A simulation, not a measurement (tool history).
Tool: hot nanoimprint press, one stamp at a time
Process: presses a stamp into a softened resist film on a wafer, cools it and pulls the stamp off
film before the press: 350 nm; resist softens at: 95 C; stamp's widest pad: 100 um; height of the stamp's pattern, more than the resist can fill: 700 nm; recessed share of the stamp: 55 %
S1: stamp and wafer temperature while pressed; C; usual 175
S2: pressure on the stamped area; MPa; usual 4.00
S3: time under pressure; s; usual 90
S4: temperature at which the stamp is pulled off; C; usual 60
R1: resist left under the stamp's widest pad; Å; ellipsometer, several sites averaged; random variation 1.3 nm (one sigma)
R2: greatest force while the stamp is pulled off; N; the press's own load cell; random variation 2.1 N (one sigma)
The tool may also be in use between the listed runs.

Run 1, hour 0.0: usual settings. Result: R1 1980 Å, R2 122 N.
Run 2, hour 48.3: usual settings but S1 170 C. Result: R1 2258 Å, R2 132 N.
Run 3, hour 81.5: usual settings but S1 170 C. Result: R1 2291 Å, R2 134 N.
At hour 113.0: stamp cleaned and given a new release coat.
Run 4, hour 125.2: usual settings but S1 177 C. Result: R1 1885 Å, R2 95 N.
Run 5, hour 180.5: usual settings but S1 177 C, S2 3.29 MPa. Result: R1 2040 Å, R2 102 N.
Run 6, hour 239.6: usual settings but S1 172 C, S2 3.29 MPa. Result: R1 2313 Å, R2 107 N.
Run 7, hour 301.0: usual settings but S1 172 C, S2 3.29 MPa. Result: R1 2351 Å, R2 112 N.
Run 8, hour 352.4: usual settings but S1 172 C, S2 3.29 MPa. Result: R1 2328 Å, R2 119 N.
Run 9, hour 421.0: usual settings but S1 172 C, S2 3.29 MPa. Result: R1 2327 Å, R2 126 N.
Run 10, hour 471.3: usual settings but S1 172 C, S2 3.29 MPa. Result: R1 2299 Å, R2 130 N.
Run 11, hour 506.1: usual settings but S1 172 C, S2 3.29 MPa. Result: R1 2353 Å, R2 129 N.
At hour 559.3: stamp cleaned and given a new release coat.
Run 12, hour 582.6: usual settings but S1 172 C, S2 3.29 MPa. Result: R1 2358 Å, R2 98 N.
At hour 633.8: plate thermocouple calibrated.
Run 13, hour 655.8: usual settings but S1 172 C, S2 3.29 MPa. Result: R1 2293 Å, R2 101 N.
Run 14, hour 692.6: usual settings but S1 172 C, S2 3.29 MPa, S3 103 s. Result: R1 2206 Å, R2 104 N.
At hour 757.5: press's hydraulic seals changed and the load cell set to zero.
Run 15, hour 766.7: usual settings but S3 166 s. Result: R1 1543 Å, R2 110 N.
Run 16, hour 818.2: usual settings but S3 166 s. Result: R1 1581 Å, R2 116 N.
Run 17, hour 865.6: usual settings but S3 166 s. Result: R1 1567 Å, R2 122 N.
Run 18, hour 919.6: usual settings but S2 4.75 MPa. Result: R1 1804 Å, R2 129 N.
Run 19, hour 956.1: usual settings but S1 181 C, S2 4.69 MPa, S3 49 s, S4 64 C. Result: R1 1902 Å, R2 120 N.
Run 20, hour 1000.8: usual settings but S1 181 C, S2 4.69 MPa, S3 49 s, S4 64 C. Result: R1 1928 Å, R2 117 N.
At hour 1019.7: stamp cleaned and given a new release coat.
Run 21, hour 1045.5: usual settings but S2 6.31 MPa, S3 124 s, S4 51 C. Result: R1 1427 Å, R2 125 N.
Run 22, hour 1081.0: usual settings but S2 6.31 MPa, S3 124 s, S4 51 C. Result: R1 1422 Å, R2 127 N.
Run 23, hour 1122.5: usual settings but S2 6.31 MPa, S3 124 s, S4 51 C. Result: R1 1442 Å, R2 130 N.
Run 24, hour 1161.7: usual settings but S2 6.31 MPa, S3 124 s, S4 51 C. Result: R1 1436 Å, R2 135 N.
Run 25, hour 1215.1: usual settings but S1 177 C, S2 2.91 MPa, S3 124 s, S4 51 C. Result: R1 1898 Å, R2 144 N.
Run 26, hour 1282.5: usual settings but S2 3.28 MPa, S3 68 s. Result: R1 2311 Å, R2 120 N.
Run 27, hour 1348.9: usual settings but S2 3.28 MPa, S3 68 s. Result: R1 2301 Å, R2 126 N.
Run 28, hour 1407.8: usual settings but S3 159 s, S4 59 C. Result: R1 1643 Å, R2 139 N.
At hour 1465.4: stamp cleaned and given a new release coat.
Run 29, hour 1467.0: usual settings but S2 4.39 MPa, S3 84 s. Result: R1 1948 Å, R2 94 N.
Run 30, hour 1533.4: usual settings but S1 183 C, S2 4.39 MPa, S3 158 s. Result: R1 1226 Å, R2 102 N.

Forecast each of these 3 alternatives for the next run:
Run A, hour 1599.8: usual settings but S1 166 C, S2 4.39 MPa, S3 158 s. Result: R1 ?, R2 ?.
Run B, hour 1599.8: usual settings but S1 183 C, S3 159 s, S4 55 C. Result: R1 ?, R2 ?.
Run C, hour 1599.8: usual settings but S3 61 s, S4 54 C. Result: R1 ?, R2 ?.

run    R1   R2
  A  2071  110
  B  1280  125
  C  2220  124
Without the tool's hidden state the same runs would have given:
run    R1   R2
  A  1990   95
  B  1226  108
  C  2148  108

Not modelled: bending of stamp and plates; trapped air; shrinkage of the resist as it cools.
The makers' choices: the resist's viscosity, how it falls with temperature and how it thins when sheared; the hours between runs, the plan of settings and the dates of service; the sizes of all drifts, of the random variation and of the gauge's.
